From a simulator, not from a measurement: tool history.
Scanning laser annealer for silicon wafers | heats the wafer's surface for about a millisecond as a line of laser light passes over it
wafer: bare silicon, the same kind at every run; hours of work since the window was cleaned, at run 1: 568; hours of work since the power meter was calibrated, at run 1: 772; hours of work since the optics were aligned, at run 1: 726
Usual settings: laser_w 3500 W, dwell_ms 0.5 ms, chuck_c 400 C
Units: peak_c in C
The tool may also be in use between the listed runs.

run	day	laser_w	dwell_ms	chuck_c	hours of work since the window was cleaned	hours of work since the power meter was calibrated	hours of work since the optics were aligned	peak_c
1	0	3500	0.5	400	568	772	726	1188
2	2.408	3500	0.5	400	596	800	754	1190
3	4.783	3500	0.5	400	624	828	782	1182
4	6.038	3500	0.5	400	638	843	797	1183
5	8.125	3500	0.5	381	663	867	821	1167
6	10.808	3500	0.5	381	694	899	853	1159
7	13.354	3500	0.5	381	724	929	882	1153
8	15.317	3500	0.5	400	747	952	905	1172
9	17.229	3375	0.5	400	770	974	928	1136
10	18.604	3375	0.5	400	786	990	944	1139
11	21.242	3653	0.425	400	817	1021	975	1151
# day 21.454: window over the wafer cleaned
12	23.983	3653	0.425	400	30	1052	1006	1114
13	25.458	3653	0.414	433	47	1070	1023	1140
14	27.7	3224	0.377	400	73	1096	1050	978
15	29.021	3224	0.377	400	89	1112	1065	981
16	30.908	3120	0.437	400	111	1134	1087	997
17	32.771	3120	0.437	400	133	1156	1109	1000
18	34.521	3500	0.5	438	153	1176	1130	1165
# day 35.075: window over the wafer cleaned, once more
19	35.942	3500	0.53	424	10	1192	1145	1252
20	37.146	3434	0.5	401	24	1206	1160	1191

4 ways to go on from here, each from the tool as it stands after run 20. What would each give?
# day 38.625: optics aligned, line set to its width
A	39.5	3434	0.5	396	49	1231	10	?
# day 38.625: optics aligned, line set to its width
B	39.5	3611	0.584	396	49	1231	10	?
# day 38.625: optics aligned, line set to its width
C	39.5	3500	0.607	436	49	1231	10	?
# day 38.625: optics aligned, line set to its width
D	39.5	3109	0.354	361	49	1231	10	?

run	peak_c
A	1208
B	1319
C	1343
D	975
Without the tool's hidden state the same runs would have given:
run	peak_c
A	1225
B	1339
C	1362
D	988
